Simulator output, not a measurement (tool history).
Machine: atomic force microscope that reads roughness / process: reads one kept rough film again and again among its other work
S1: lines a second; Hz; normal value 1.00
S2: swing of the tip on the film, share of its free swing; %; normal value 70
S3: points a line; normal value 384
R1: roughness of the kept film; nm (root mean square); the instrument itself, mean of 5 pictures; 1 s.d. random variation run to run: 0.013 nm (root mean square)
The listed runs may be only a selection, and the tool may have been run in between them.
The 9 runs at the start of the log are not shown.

run,hour,S1,S2,S3,R1
10,128.8,1.00,70,268,2.143
11,143.6,1.00,70,262,2.071
12,162.8,1.00,70,262,2.014
13,172.1,1.00,70,262,1.975
# hour 177.5: new tip fitted
14,193.8,1.00,70,262,2.903
15,203.0,1.00,70,262,2.846
16,211.7,1.00,70,805,2.855
17,230.0,1.00,70,805,2.750
18,247.5,0.73,87,805,2.536
19,266.2,1.12,87,806,2.318
20,286.9,0.56,85,740,2.385
21,306.0,0.56,85,740,2.286
22,317.6,1.90,70,384,2.120
23,327.4,1.90,70,384,2.078
24,347.0,0.55,56,824,2.224
25,356.0,0.55,60,456,2.137
# hour 370.0: new tip fitted
26,371.9,0.55,60,456,3.210
27,384.5,1.48,69,261,2.880
28,398.2,1.48,69,261,2.751
29,416.7,1.48,69,261,2.610
30,429.5,1.00,72,613,2.658
31,450.9,2.77,70,542,2.330
32,466.2,2.77,70,542,2.254

Each row is a separate what-if for the run after 32, all from the same tool condition, not one after another. Results?
A,482.3,2.91,70,384,?
B,482.3,2.03,81,294,?
C,482.3,0.54,80,963,?
D,482.3,2.77,62,542,?

run,R1
A,2.151
B,2.047
C,2.391
D,2.282
With no hidden state in the tool, these same runs would have given:
run,R1
A,2.841
B,2.704
C,3.160
D,3.013

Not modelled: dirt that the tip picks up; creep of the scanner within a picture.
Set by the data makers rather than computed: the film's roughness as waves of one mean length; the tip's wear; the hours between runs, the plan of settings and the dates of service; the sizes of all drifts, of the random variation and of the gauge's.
